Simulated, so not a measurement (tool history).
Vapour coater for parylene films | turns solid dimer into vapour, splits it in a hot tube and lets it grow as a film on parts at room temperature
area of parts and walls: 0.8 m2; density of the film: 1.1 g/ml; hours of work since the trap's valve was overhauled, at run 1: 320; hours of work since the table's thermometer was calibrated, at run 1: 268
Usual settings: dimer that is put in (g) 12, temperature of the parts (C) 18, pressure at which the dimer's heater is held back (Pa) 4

run   hour  dimer that is put in (g)  temperature of the parts (C)  pressure at which the dimer's heater is held back (Pa)  hours of work since the trap's valve was overhauled  hours of work since the table's thermometer was calibrated  thickness of the film (µm)
  1      0                        12                            18                                                       4                                                  320                                                         268                         6.6
  2     16                        11                            18                                                       4                                                  334                                                         281                        6.09
  3   27.1                        12                            18                                                       4                                                  343                                                         291                         6.5
  4   42.4                        12                            18                                                       4                                                  356                                                         304                         6.6
  5     57                        12                            18                                                       4                                                  369                                                         317                        6.48
  6   69.4                        12                            18                                                    5.92                                                  380                                                         327                        6.35
  7   85.7                        12                            18                                                       4                                                  394                                                         342                        6.39
  8   99.8                         9                            18                                                       4                                                  406                                                         354                        4.83
  9    110                         9                            18                                                       4                                                  415                                                         363                        4.77
 10  120.4                        12                            18                                                       4                                                  424                                                         371                        6.29
 11  129.8                        12                            18                                                       4                                                  432                                                         380                        6.36
     135.3  -- trap's valve overhauled
 12  146.3                        12                            18                                                       4                                                   10                                                         390                        7.42
 13  158.2                        12                            18                                                       4                                                   20                                                         401                        7.39
 14  174.2                        12                            19                                                       4                                                   34                                                         414                        7.11
     176.2  -- table's thermometer calibrated
 15  184.6                        12                            18                                                       4                                                   42                                                           7                        7.27
 16  193.9                        12                            21                                                       4                                                   50                                                          15                        6.75
 17  209.3                        12                            21                                                    3.98                                                   63                                                          29                        6.73
 18    221                        12                            23                                                       4                                                   73                                                          39                        6.36
     225.6  -- table's thermometer calibrated, once more
 19    232                        12                            18                                                    4.54                                                   82                                                           6                        7.22
 20  245.7                        12                            18                                                    4.54                                                   93                                                          17                        7.18
 21  255.3                        12                            11                                                    2.97                                                  102                                                          26                        8.76
 22  262.3                        12                            14                                                    2.97                                                  108                                                          32                        7.94
 23  274.5                        14                            18                                                    9.65                                                  118                                                          42                        8.06
 24  286.7                        14                            18                                                    9.65                                                  129                                                          53                        7.91
 25  298.8                        14                            18                                                    9.65                                                  139                                                          63                        7.89
 26  315.9                         8                            18                                                    9.65                                                  154                                                          78                        4.51
 27  326.3                        17                            23                                                    2.83                                                  163                                                          87                        9.05
 28  340.6                        13                            16                                                    2.83                                                  175                                                          99                        8.09
 29  347.6                        18                            16                                                    6.92                                                  181                                                         105                       10.48
 30  355.1                         8                            14                                                    6.92                                                  188                                                         112                        4.96
 31  369.5                        12                            24                                                     2.1                                                  200                                                         124                        6.27
 32  384.2                        12                            24                                                     2.1                                                  213                                                         137                        6.19
 33    399                        18                            22                                                    6.43                                                  226                                                         150                        9.19
 34  408.7                         5                            22                                                    5.14                                                  234                                                         158                        2.59
 35  423.9                         6                            25                                                    7.32                                                  247                                                         171                        2.76
 36  435.5                         6                            25                                                    7.32                                                  257                                                         181                        2.75
 37  448.6                        12                            11                                                    6.68                                                  268                                                         192                        7.88

How the hidden state differs across the entries between the runs, from the last listed run before each to the first after it:
Between runs 11 and 12: trap's valve overhauled (hour 135.3)
  vapour lost through the trap's worn valve, %: 14.6 -> 0.4; true temperature of the parts over the reading, C: 0.19 -> 0.2
  measured less the result without the state, thickness of the film (µm): -1.12 -> -0.07
Between runs 14 and 15: table's thermometer calibrated (hour 176.2)
  vapour lost through the trap's worn valve, %: 1.2 -> 1.5; true temperature of the parts over the reading, C: 0.21 -> 0.34
  measured less the result without the state, thickness of the film (µm): -0.13 -> -0.17
Between runs 18 and 19: table's thermometer calibrated, once more (hour 225.6)
  vapour lost through the trap's worn valve, %: 2.5 -> 2.8; true temperature of the parts over the reading, C: 0.35 -> 0.04
  measured less the result without the state, thickness of the film (µm): -0.22 -> -0.21
